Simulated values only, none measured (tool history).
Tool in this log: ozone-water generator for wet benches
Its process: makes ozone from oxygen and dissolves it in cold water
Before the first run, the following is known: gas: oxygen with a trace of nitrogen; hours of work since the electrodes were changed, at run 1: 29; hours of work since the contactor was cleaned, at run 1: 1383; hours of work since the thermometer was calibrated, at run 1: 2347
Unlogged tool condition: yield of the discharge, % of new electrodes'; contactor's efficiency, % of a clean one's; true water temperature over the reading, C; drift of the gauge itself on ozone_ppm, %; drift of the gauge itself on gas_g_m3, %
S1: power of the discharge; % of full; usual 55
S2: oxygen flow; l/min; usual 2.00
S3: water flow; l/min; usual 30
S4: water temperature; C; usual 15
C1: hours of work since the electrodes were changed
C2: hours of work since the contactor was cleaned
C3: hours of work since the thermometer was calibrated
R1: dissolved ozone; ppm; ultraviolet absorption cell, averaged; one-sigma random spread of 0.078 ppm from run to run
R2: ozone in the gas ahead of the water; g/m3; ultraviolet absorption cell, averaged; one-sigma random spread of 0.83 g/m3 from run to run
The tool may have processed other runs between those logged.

run 1 hour=0.0 | S1=55 S2=2.00 S3=30 S4=15 | C1=29 C2=1383 C3=2347 | R1=6.03 R2=131.9
run 2 hour=24.1 | S1=55 S2=2.00 S3=30 S4=8 | C1=49 C2=1403 C3=2367 | R1=6.27 R2=131.3
run 3 hour=53.5 | S1=55 S2=2.00 S3=30 S4=8 | C1=74 C2=1428 C3=2392 | R1=6.23 R2=131.4
run 4 hour=83.8 | S1=55 S2=2.00 S3=30 S4=8 | C1=100 C2=1454 C3=2418 | R1=6.17 R2=133.2
run 5 hour=113.6 | S1=55 S2=2.00 S3=30 S4=8 | C1=125 C2=1479 C3=2443 | R1=6.23 R2=133.6
run 6 hour=139.0 | S1=55 S2=2.00 S3=30 S4=15 | C1=146 C2=1500 C3=2464 | R1=6.02 R2=132.1
run 7 hour=157.1 | S1=55 S2=2.00 S3=30 S4=8 | C1=162 C2=1516 C3=2479 | R1=6.11 R2=131.9
run 8 hour=175.4 | S1=55 S2=1.88 S3=30 S4=15 | C1=177 C2=1531 C3=2495 | R1=6.00 R2=136.5
run 9 hour=189.7 | S1=55 S2=1.88 S3=30 S4=15 | C1=189 C2=1543 C3=2507 | R1=5.84 R2=136.1
run 10 hour=213.3 | S1=46 S2=1.88 S3=30 S4=15 | C1=209 C2=1563 C3=2527 | R1=5.15 R2=117.1
run 11 hour=232.6 | S1=46 S2=1.88 S3=30 S4=15 | C1=226 C2=1580 C3=2543 | R1=5.11 R2=117.5
run 12 hour=255.5 | S1=46 S2=1.88 S3=30 S4=15 | C1=245 C2=1599 C3=2563 | R1=5.12 R2=118.1
run 13 hour=285.7 | S1=46 S2=1.88 S3=30 S4=15 | C1=270 C2=1624 C3=2588 | R1=5.06 R2=118.4
run 14 hour=311.0 | S1=46 S2=1.88 S3=30 S4=15 | C1=292 C2=1646 C3=2610 | R1=5.07 R2=117.3
run 15 hour=328.6 | S1=46 S2=1.88 S3=30 S4=15 | C1=307 C2=1661 C3=2624 | R1=5.03 R2=116.6
run 16 hour=344.5 | S1=46 S2=1.88 S3=30 S4=15 | C1=320 C2=1674 C3=2638 | R1=4.98 R2=116.3
run 17 hour=370.3 | S1=55 S2=2.00 S3=30 S4=15 | C1=342 C2=1696 C3=2660 | R1=6.04 R2=132.3
run 18 hour=389.6 | S1=69 S2=2.58 S3=38 S4=15 | C1=358 C2=1712 C3=2676 | R1=5.97 R2=139.7
run 19 hour=408.3 | S1=71 S2=2.00 S3=27 S4=15 | C1=374 C2=1728 C3=2692 | R1=8.46 R2=164.0
run 20 hour=421.3 | S1=55 S2=3.07 S3=32 S4=10 | C1=385 C2=1739 C3=2703 | R1=6.59 R2=105.4
run 21 hour=439.1 | S1=72 S2=1.52 S3=22 S4=8 | C1=400 C2=1754 C3=2718 | R1=9.99 R2=191.5
run 22 hour=464.5 | S1=56 S2=1.52 S3=28 S4=8 | C1=421 C2=1776 C3=2739 | R1=6.40 R2=155.8
run 23 hour=491.5 | S1=56 S2=1.52 S3=28 S4=8 | C1=444 C2=1798 C3=2762 | R1=6.03 R2=152.7
run 24 hour=506.5 | S1=56 S2=1.52 S3=28 S4=8 | C1=457 C2=1811 C3=2775 | R1=6.05 R2=154.6
run 25 hour=527.4 | S1=58 S2=1.52 S3=27 S4=8 | C1=475 C2=1829 C3=2792 | R1=6.72 R2=159.2
run 26 hour=553.9 | S1=68 S2=1.15 S3=24 S4=15 | C1=497 C2=1851 C3=2815 | R1=7.68 R2=209.0
run 27 hour=580.3 | S1=55 S2=1.07 S3=21 S4=18 | C1=519 C2=1873 C3=2837 | R1=7.15 R2=182.6
run 28 hour=604.2 | S1=58 S2=1.02 S3=35 S4=19 | C1=540 C2=1894 C3=2857 | R1=4.12 R2=195.2
run 29 hour=630.9 | S1=55 S2=2.00 S3=23 S4=16 | C1=562 C2=1916 C3=2880 | R1=7.81 R2=130.3
run 30 hour=661.1 | S1=53 S2=1.32 S3=35 S4=9 | C1=588 C2=1942 C3=2905 | R1=4.13 R2=157.6
run 31 hour=691.7 | S1=53 S2=1.32 S3=35 S4=9 | C1=614 C2=1968 C3=2931 | R1=4.34 R2=158.0
run 32 hour=720.9 | S1=53 S2=1.32 S3=29 S4=14 | C1=638 C2=1992 C3=2956 | R1=5.22 R2=159.3
run 33 hour=739.3 | S1=55 S2=2.04 S3=30 S4=15 | C1=654 C2=2008 C3=2972 | R1=6.16 R2=129.5
run 34 hour=770.4 | S1=55 S2=2.04 S3=42 S4=11 | C1=680 C2=2034 C3=2998 | R1=4.23 R2=131.2

Predict each of these 3 candidate next runs independently; none follows another, all start after run 34:
run A hour=783.9 | S1=55 S2=2.00 S3=28 S4=9 | C1=691 C2=2046 C3=3009 | R1=? R2=?
run B hour=783.9 | S1=55 S2=3.01 S3=38 S4=11 | C1=691 C2=2046 C3=3009 | R1=? R2=?
run C hour=783.9 | S1=55 S2=2.87 S3=44 S4=15 | C1=691 C2=2046 C3=3009 | R1=? R2=?

run=A R1=6.70 R2=130.7
run=B R1=5.32 R2=106.3
run=C R1=4.46 R2=109.2
The same runs, with their run-to-run variation unchanged, on a tool lacking any hidden condition would have given:
run=A R1=6.71 R2=130.8
run=B R1=5.32 R2=106.4
run=C R1=4.47 R2=109.3

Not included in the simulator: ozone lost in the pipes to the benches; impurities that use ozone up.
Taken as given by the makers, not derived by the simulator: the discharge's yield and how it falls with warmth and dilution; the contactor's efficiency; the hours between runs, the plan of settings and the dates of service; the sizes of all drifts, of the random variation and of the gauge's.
